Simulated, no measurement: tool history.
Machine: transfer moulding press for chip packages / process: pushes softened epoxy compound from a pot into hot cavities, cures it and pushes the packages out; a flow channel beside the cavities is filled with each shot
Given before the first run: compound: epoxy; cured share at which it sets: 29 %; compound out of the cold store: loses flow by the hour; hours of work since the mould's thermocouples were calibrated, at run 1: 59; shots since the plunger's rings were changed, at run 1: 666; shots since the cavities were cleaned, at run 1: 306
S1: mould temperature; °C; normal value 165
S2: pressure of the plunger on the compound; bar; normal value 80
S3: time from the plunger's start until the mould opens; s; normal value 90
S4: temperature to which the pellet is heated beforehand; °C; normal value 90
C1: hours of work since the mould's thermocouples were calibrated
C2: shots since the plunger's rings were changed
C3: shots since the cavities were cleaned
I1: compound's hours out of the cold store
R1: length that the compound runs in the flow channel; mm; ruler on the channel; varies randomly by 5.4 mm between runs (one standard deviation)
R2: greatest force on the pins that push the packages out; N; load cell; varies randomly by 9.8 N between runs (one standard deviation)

Run 1, hour 0: usual settings; C1 59; C2 666; C3 306; I1 8.2. Result: R1 638 mm, R2 466 N.
Run 2, hour 21: usual settings; C1 75; C2 990; C3 630; I1 26.3. Result: R1 600 mm, R2 466 N.
At hour 29.7: cavities cleaned with cleaning compound and waxed.
Run 3, hour 48.5: usual settings but S1 171 °C; C1 94; C2 1389; C3 290; I1 17.6. Result: R1 606 mm, R2 408 N.
Run 4, hour 61.6: usual settings but S1 171 °C, S2 66.3 bar; C1 104; C2 1589; C3 490; I1 40.5. Result: R1 520 mm, R2 418 N.
At hour 78.3: cavities cleaned with cleaning compound and waxed.
Run 5, hour 81.5: usual settings; C1 118; C2 1873; C3 50; I1 35.6. Result: R1 596 mm, R2 439 N.
Run 6, hour 110.6: usual settings; C1 140; C2 2320; C3 497; I1 34.7. Result: R1 592 mm, R2 447 N.
At hour 127.9: cavities cleaned with cleaning compound and waxed.
Run 7, hour 134.5: usual settings but S1 172 °C; C1 157; C2 2664; C3 102; I1 31.2. Result: R1 583 mm, R2 390 N.
Run 8, hour 158.9: usual settings but S1 172 °C; C1 175; C2 3040; C3 478; I1 40.2. Result: R1 575 mm, R2 398 N.
Run 9, hour 171.9: usual settings but S1 172 °C; C1 185; C2 3240; C3 678; I1 27.5. Result: R1 596 mm, R2 408 N.
At hour 177.1: cavities cleaned with cleaning compound and waxed.
Run 10, hour 198: usual settings but S1 172 °C; C1 203; C2 3617; C3 321; I1 9.8. Result: R1 625 mm, R2 400 N.
Run 11, hour 220: usual settings but S1 170 °C; C1 220; C2 3956; C3 660; I1 33.6. Result: R1 575 mm, R2 411 N.
At hour 227.6: cavities cleaned with cleaning compound and waxed.
At hour 244.9: plunger's sealing rings changed.
Run 12, hour 244.9: usual settings but S1 170 °C, S4 92 °C; C1 235; C2 0; C3 228; I1 11. Result: R1 618 mm, R2 394 N.
Run 13, hour 269.9: usual settings but S2 72.3 bar; C1 254; C2 384; C3 612; I1 26.8. Result: R1 570 mm, R2 474 N.
At hour 280.2: cavities cleaned with cleaning compound and waxed.
Run 14, hour 295.4: usual settings but S1 159 °C, S3 121 s; C1 272; C2 753; C3 235; I1 39.9. Result: R1 587 mm, R2 412 N.
Run 15, hour 311.8: usual settings but S2 92.4 bar, S3 87 s; C1 285; C2 1005; C3 487; I1 20. Result: R1 673 mm, R2 481 N.
At hour 330.5: cavities cleaned with cleaning compound and waxed.
Run 16, hour 336.2: usual settings but S2 92 bar; C1 302; C2 1357; C3 88; I1 36.4. Result: R1 634 mm, R2 460 N.
Run 17, hour 361.1: usual settings but S2 92 bar; C1 321; C2 1739; C3 470; I1 38.8. Result: R1 630 mm, R2 447 N.
At hour 380.5: cavities cleaned with cleaning compound and waxed.
Run 18, hour 380.5: usual settings but S1 171 °C, S4 96 °C; C1 334; C2 2015; C3 0; I1 45.9. Result: R1 556 mm, R2 407 N.
Run 19, hour 392.8: usual settings but S1 171 °C, S4 96 °C; C1 343; C2 2204; C3 189; I1 24.9. Result: R1 599 mm, R2 434 N.
Run 20, hour 418.8: usual settings but S1 171 °C, S4 96 °C; C1 363; C2 2603; C3 588; I1 35.1. Result: R1 581 mm, R2 410 N.
At hour 429.2: cavities cleaned with cleaning compound and waxed.
Run 21, hour 442: usual settings but S2 94.9 bar, S3 127 s; C1 379; C2 2936; C3 197; I1 16.2. Result: R1 686 mm, R2 384 N.
Run 22, hour 460.8: usual settings but S2 94.9 bar, S3 127 s; C1 393; C2 3225; C3 486; I1 30.7. Result: R1 644 mm, R2 406 N.
At hour 478.7: cavities cleaned with cleaning compound and waxed.
Run 23, hour 488.9: usual settings but S1 160 °C, S3 101 s, S4 93 °C; C1 413; C2 3635; C3 157; I1 24.5. Result: R1 621 mm, R2 480 N.

4 ways to go on from here, each from the tool as it stands after run 23. What would each give?
Run A, hour 503.5: usual settings but S1 172 °C, S2 80.4 bar, S3 105 s, S4 93 °C; C1 424; C2 3859; C3 381; I1 39.1. Result: R1 ?, R2 ?.
Run B, hour 503.5: usual settings but S1 160 °C, S2 64.8 bar, S3 101 s, S4 82 °C; C1 424; C2 3859; C3 381; I1 27.7. Result: R1 ?, R2 ?.
Run C, hour 503.5: usual settings but S3 112 s, S4 89 °C; C1 424; C2 3859; C3 381; I1 39.3. Result: R1 ?, R2 ?.
Run D, hour 503.5: usual settings but S1 166 °C, S2 80.7 bar, S3 101 s, S4 99 °C; C1 424; C2 3859; C3 381; I1 13.7. Result: R1 ?, R2 ?.

run   R1   R2
  A  579  405
  B  554  485
  C  589  383
  D  622  413
With the hidden condition removed and each run's random variation left untouched, the same runs would have given:
run   R1   R2
  A  579  402
  B  555  482
  C  590  380
  D  623  410
